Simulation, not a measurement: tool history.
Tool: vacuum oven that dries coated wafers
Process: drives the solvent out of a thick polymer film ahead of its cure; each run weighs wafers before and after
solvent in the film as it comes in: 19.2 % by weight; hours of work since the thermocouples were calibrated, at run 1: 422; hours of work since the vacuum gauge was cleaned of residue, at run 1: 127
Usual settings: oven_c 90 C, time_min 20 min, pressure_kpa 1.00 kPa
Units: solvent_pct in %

run,day,oven_c,time_min,pressure_kpa,hours of work since the thermocouples were calibrated,hours of work since the vacuum gauge was cleaned of residue,solvent_pct
1,0.000,90,20,1.00,422,127,3.83
2,1.417,90,20,1.00,439,144,3.78
3,2.258,90,20,3.43,449,154,4.91
4,3.017,90,20,1.00,458,163,3.92
5,3.996,90,20,1.00,470,175,3.83
6,5.017,90,20,1.00,482,187,3.79
7,5.804,90,20,1.00,491,197,3.87
8,7.129,90,20,1.00,507,213,3.79
9,7.792,90,20,1.00,515,221,3.88
10,8.483,90,20,1.00,524,229,3.82
11,9.225,90,20,1.00,533,238,3.89
12,10.354,98,29,2.71,546,251,1.60
13,11.133,91,14,2.71,556,261,6.18
14,12.488,77,20,2.69,572,277,8.62
15,13.575,79,20,3.26,585,290,8.39
16,14.946,79,20,3.26,601,307,8.12
17,15.817,79,20,3.26,612,317,8.19
18,16.433,79,20,3.26,619,325,8.36
19,17.783,90,10,0.85,636,341,7.58
20,19.121,77,12,1.61,652,357,10.35

Run 21 comes next. What will it give?
21,20.321,83,11,0.78,666,371,?

Run 21 gave solvent_pct 9.13 %.
Without the tool's hidden state the same run would have given solvent_pct 9.43 %.
